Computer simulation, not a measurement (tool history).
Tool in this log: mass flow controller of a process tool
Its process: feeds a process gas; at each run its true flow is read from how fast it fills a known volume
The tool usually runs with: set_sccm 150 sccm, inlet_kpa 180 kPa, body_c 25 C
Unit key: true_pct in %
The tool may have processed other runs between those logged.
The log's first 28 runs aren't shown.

{"run": 29, "hour": 4740.5, "set_sccm": 75, "inlet_kpa": 223, "body_c": 29, "true_pct": 98.62}
{"run": 30, "hour": 4906.3, "set_sccm": 150, "inlet_kpa": 228, "body_c": 39, "true_pct": 99.36}
{"run": 31, "hour": 5027.5, "set_sccm": 121, "inlet_kpa": 228, "body_c": 22, "true_pct": 98.5}
{"run": 32, "hour": 5272.3, "set_sccm": 88, "inlet_kpa": 249, "body_c": 22, "true_pct": 98.59}
{"run": 33, "hour": 5415.1, "set_sccm": 88, "inlet_kpa": 249, "body_c": 22, "true_pct": 98.41}
{"run": 34, "hour": 5623.0, "set_sccm": 224, "inlet_kpa": 162, "body_c": 25, "true_pct": 98.82}
{"run": 35, "hour": 5761.2, "set_sccm": 283, "inlet_kpa": 269, "body_c": 23, "true_pct": 99.4}
{"run": 36, "hour": 5883.9, "set_sccm": 128, "inlet_kpa": 269, "body_c": 37, "true_pct": 99.36}
{"run": 37, "hour": 6031.8, "set_sccm": 128, "inlet_kpa": 269, "body_c": 37, "true_pct": 99.28}
{"hour": 6256.3, "done": "controller exchanged for a calibrated one"}
{"run": 38, "hour": 6273.4, "set_sccm": 204, "inlet_kpa": 200, "body_c": 29, "true_pct": 99.07}
{"run": 39, "hour": 6384.2, "set_sccm": 54, "inlet_kpa": 159, "body_c": 24, "true_pct": 98.19}
{"run": 40, "hour": 6622.9, "set_sccm": 76, "inlet_kpa": 180, "body_c": 24, "true_pct": 98.43}
{"run": 41, "hour": 6810.6, "set_sccm": 76, "inlet_kpa": 180, "body_c": 24, "true_pct": 98.29}
{"run": 42, "hour": 6932.0, "set_sccm": 76, "inlet_kpa": 180, "body_c": 24, "true_pct": 98.28}
{"run": 43, "hour": 7182.1, "set_sccm": 195, "inlet_kpa": 248, "body_c": 31, "true_pct": 99.2}
{"run": 44, "hour": 7369.7, "set_sccm": 164, "inlet_kpa": 255, "body_c": 21, "true_pct": 98.87}
{"run": 45, "hour": 7608.0, "set_sccm": 150, "inlet_kpa": 249, "body_c": 38, "true_pct": 99.33}
{"run": 46, "hour": 7782.8, "set_sccm": 150, "inlet_kpa": 249, "body_c": 38, "true_pct": 99.43}
{"run": 47, "hour": 7914.9, "set_sccm": 150, "inlet_kpa": 249, "body_c": 38, "true_pct": 99.21}

Branching from run 47: 5 alternative next runs. What would each branch give?
{"run": "A", "hour": 8034.3, "set_sccm": 160, "inlet_kpa": 180, "body_c": 25, "true_pct": "?"}
{"run": "B", "hour": 8034.3, "set_sccm": 150, "inlet_kpa": 189, "body_c": 25, "true_pct": "?"}
{"run": "C", "hour": 8034.3, "set_sccm": 95, "inlet_kpa": 249, "body_c": 38, "true_pct": "?"}
{"run": "D", "hour": 8034.3, "set_sccm": 119, "inlet_kpa": 235, "body_c": 38, "true_pct": "?"}
{"run": "E", "hour": 8034.3, "set_sccm": 119, "inlet_kpa": 155, "body_c": 32, "true_pct": "?"}

run=A true_pct=98.64
run=B true_pct=98.59
run=C true_pct=99.06
run=D true_pct=99.12
run=E true_pct=98.64
With no hidden state in the tool, these same runs would have given:
run=A true_pct=98.64
run=B true_pct=98.59
run=C true_pct=99.06
run=D true_pct=99.13
run=E true_pct=98.65
